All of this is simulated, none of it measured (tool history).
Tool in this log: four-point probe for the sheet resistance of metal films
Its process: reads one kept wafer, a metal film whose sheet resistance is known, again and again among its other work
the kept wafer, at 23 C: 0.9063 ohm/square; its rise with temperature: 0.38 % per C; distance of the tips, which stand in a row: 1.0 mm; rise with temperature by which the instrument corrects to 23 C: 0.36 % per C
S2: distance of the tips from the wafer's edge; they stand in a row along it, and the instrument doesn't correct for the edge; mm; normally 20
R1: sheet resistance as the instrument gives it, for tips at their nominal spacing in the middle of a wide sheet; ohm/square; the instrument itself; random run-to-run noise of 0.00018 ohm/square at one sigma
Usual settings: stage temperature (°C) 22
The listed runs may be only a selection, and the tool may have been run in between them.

{"run": 1, "hour": 0.0, "stage temperature (°C)": 22, "S2": 20, "R1": 0.911245}
{"run": 2, "hour": 12.1, "stage temperature (°C)": 22, "S2": 20, "R1": 0.910839}
{"run": 3, "hour": 24.8, "stage temperature (°C)": 22, "S2": 20, "R1": 0.910766}
{"run": 4, "hour": 35.9, "stage temperature (°C)": 22, "S2": 20, "R1": 0.911329}
{"run": 5, "hour": 51.0, "stage temperature (°C)": 22, "S2": 20, "R1": 0.911048}
{"hour": 53.2, "done": "stage's thermometer calibrated"}
{"run": 6, "hour": 63.4, "stage temperature (°C)": 22, "S2": 20, "R1": 0.9108}
{"run": 7, "hour": 76.0, "stage temperature (°C)": 20, "S2": 20, "R1": 0.910252}
{"run": 8, "hour": 98.0, "stage temperature (°C)": 20, "S2": 20, "R1": 0.910139}
{"hour": 112.0, "done": "stage's thermometer calibrated, once more"}
{"run": 9, "hour": 115.1, "stage temperature (°C)": 26, "S2": 12, "R1": 0.915279}
{"run": 10, "hour": 127.5, "stage temperature (°C)": 22, "S2": 54, "R1": 0.911459}
{"run": 11, "hour": 138.6, "stage temperature (°C)": 35, "S2": 11, "R1": 0.91754}
{"run": 12, "hour": 164.8, "stage temperature (°C)": 35, "S2": 11, "R1": 0.917547}

Branching from run 12: 3 alternative next runs. What would each branch give?
{"run": "A", "hour": 176.6, "stage temperature (°C)": 25, "S2": 20, "R1": "?"}
{"run": "B", "hour": 176.6, "stage temperature (°C)": 19, "S2": 3, "R1": "?"}
{"run": "C", "hour": 176.6, "stage temperature (°C)": 30, "S2": 11, "R1": "?"}

run=A R1=0.91303
run=B R1=0.962646
run=C R1=0.916617
Had the tool no hidden state, the same runs would have come out as:
run=A R1=0.90773
run=B R1=0.957086
run=C R1=0.911294

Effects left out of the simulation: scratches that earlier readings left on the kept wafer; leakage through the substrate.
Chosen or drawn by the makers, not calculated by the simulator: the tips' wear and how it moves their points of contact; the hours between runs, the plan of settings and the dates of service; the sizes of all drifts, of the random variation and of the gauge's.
